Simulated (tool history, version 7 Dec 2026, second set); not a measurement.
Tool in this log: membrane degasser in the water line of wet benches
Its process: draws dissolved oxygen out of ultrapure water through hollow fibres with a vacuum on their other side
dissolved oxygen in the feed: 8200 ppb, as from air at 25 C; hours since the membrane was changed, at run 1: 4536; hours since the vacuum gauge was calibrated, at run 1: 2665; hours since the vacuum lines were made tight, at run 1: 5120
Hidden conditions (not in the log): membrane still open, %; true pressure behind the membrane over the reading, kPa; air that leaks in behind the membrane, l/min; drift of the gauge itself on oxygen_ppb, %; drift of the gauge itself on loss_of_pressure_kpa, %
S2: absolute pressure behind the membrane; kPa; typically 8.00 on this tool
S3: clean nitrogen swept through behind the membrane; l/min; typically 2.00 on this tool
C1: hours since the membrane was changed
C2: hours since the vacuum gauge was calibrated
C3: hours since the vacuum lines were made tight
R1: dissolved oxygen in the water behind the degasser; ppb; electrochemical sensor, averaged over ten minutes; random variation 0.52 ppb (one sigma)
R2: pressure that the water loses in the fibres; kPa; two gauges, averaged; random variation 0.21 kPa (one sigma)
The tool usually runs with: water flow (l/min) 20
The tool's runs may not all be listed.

run 1 hour=0.0 | water_flow_(l/min)=20 S2=8.00 S3=2.00 | C1=4536 C2=2665 C3=5120 | R1=114.1 R2=48.63
run 2 hour=60.5 | water_flow_(l/min)=20 S2=8.00 S3=2.00 | C1=4597 C2=2726 C3=5180 | R1=114.6 R2=48.19
run 3 hour=113.2 | water_flow_(l/min)=21 S2=8.00 S3=2.00 | C1=4649 C2=2779 C3=5233 | R1=120.4 R2=50.66
run 4 hour=194.7 | water_flow_(l/min)=21 S2=8.00 S3=2.00 | C1=4731 C2=2860 C3=5314 | R1=121.1 R2=50.70
run 5 hour=266.9 | water_flow_(l/min)=21 S2=8.00 S3=2.00 | C1=4803 C2=2932 C3=5386 | R1=120.7 R2=50.75
run 6 hour=316.1 | water_flow_(l/min)=21 S2=8.00 S3=2.00 | C1=4852 C2=2982 C3=5436 | R1=120.3 R2=50.41
run 7 hour=415.3 | water_flow_(l/min)=20 S2=8.00 S3=2.00 | C1=4951 C2=3081 C3=5535 | R1=115.1 R2=48.08
run 8 hour=482.5 | water_flow_(l/min)=20 S2=8.00 S3=1.45 | C1=5019 C2=3148 C3=5602 | R1=152.9 R2=47.93
run 9 hour=581.6 | water_flow_(l/min)=20 S2=8.00 S3=1.45 | C1=5118 C2=3247 C3=5701 | R1=153.1 R2=47.72
run 10 hour=680.7 | water_flow_(l/min)=20 S2=8.00 S3=1.45 | C1=5217 C2=3346 C3=5800 | R1=153.3 R2=48.48
run 11 hour=764.1 | water_flow_(l/min)=20 S2=8.00 S3=1.45 | C1=5300 C2=3430 C3=5884 | R1=153.1 R2=48.28
run 12 hour=843.6 | water_flow_(l/min)=20 S2=14.75 S3=2.00 | C1=5380 C2=3509 C3=5963 | R1=267.7 R2=47.98
-- hour=939.5 vacuum gauge calibrated
run 13 hour=952.7 | water_flow_(l/min)=20 S2=14.75 S3=2.00 | C1=5488 C2=13 C3=6072 | R1=266.6 R2=47.95
run 14 hour=1000.4 | water_flow_(l/min)=20 S2=14.75 S3=2.00 | C1=5536 C2=61 C3=6119 | R1=268.3 R2=48.14
run 15 hour=1081.3 | water_flow_(l/min)=13 S2=8.00 S3=2.00 | C1=5617 C2=142 C3=6200 | R1=74.7 R2=31.93
run 16 hour=1169.4 | water_flow_(l/min)=13 S2=8.00 S3=2.00 | C1=5705 C2=230 C3=6288 | R1=75.1 R2=31.36
run 17 hour=1230.9 | water_flow_(l/min)=13 S2=16.85 S3=1.35 | C1=5766 C2=291 C3=6350 | R1=300.4 R2=31.15
run 18 hour=1322.2 | water_flow_(l/min)=27 S2=7.69 S3=1.37 | C1=5858 C2=383 C3=6441 | R1=210.6 R2=64.87
run 19 hour=1409.6 | water_flow_(l/min)=27 S2=7.69 S3=1.37 | C1=5945 C2=470 C3=6529 | R1=208.9 R2=64.85
run 20 hour=1479.5 | water_flow_(l/min)=23 S2=9.98 S3=2.00 | C1=6015 C2=540 C3=6599 | R1=186.3 R2=55.20
run 21 hour=1585.1 | water_flow_(l/min)=21 S2=8.00 S3=2.00 | C1=6121 C2=646 C3=6704 | R1=121.4 R2=50.63
run 22 hour=1688.4 | water_flow_(l/min)=20 S2=16.14 S3=1.65 | C1=6224 C2=749 C3=6807 | R1=352.8 R2=48.08
run 23 hour=1792.6 | water_flow_(l/min)=20 S2=16.14 S3=1.65 | C1=6328 C2=853 C3=6912 | R1=356.1 R2=47.91
run 24 hour=1880.5 | water_flow_(l/min)=20 S2=16.14 S3=1.65 | C1=6416 C2=941 C3=7000 | R1=354.2 R2=48.34
run 25 hour=1963.8 | water_flow_(l/min)=27 S2=11.68 S3=1.64 | C1=6499 C2=1024 C3=7083 | R1=323.0 R2=65.02
run 26 hour=2044.4 | water_flow_(l/min)=20 S2=17.23 S3=3.38 | C1=6580 C2=1105 C3=7163 | R1=198.7 R2=48.88
run 27 hour=2121.1 | water_flow_(l/min)=20 S2=17.23 S3=1.40 | C1=6657 C2=1182 C3=7240 | R1=444.7 R2=48.09
run 28 hour=2195.4 | water_flow_(l/min)=20 S2=17.23 S3=1.40 | C1=6731 C2=1256 C3=7314 | R1=444.3 R2=48.18
run 29 hour=2276.7 | water_flow_(l/min)=19 S2=17.22 S3=2.32 | C1=6812 C2=1337 C3=7396 | R1=268.0 R2=45.64
run 30 hour=2380.3 | water_flow_(l/min)=30 S2=6.58 S3=0.99 | C1=6916 C2=1441 C3=7499 | R1=238.4 R2=72.15
run 31 hour=2488.3 | water_flow_(l/min)=20 S2=17.53 S3=0.99 | C1=7024 C2=1549 C3=7607 | R1=606.7 R2=48.26

How the hidden state differs across the entries between the runs, from the last listed run before each to the first after it:
Logged between run 12 and run 13: vacuum gauge calibrated (hour 939.5)
  no hidden state differs between the two runs
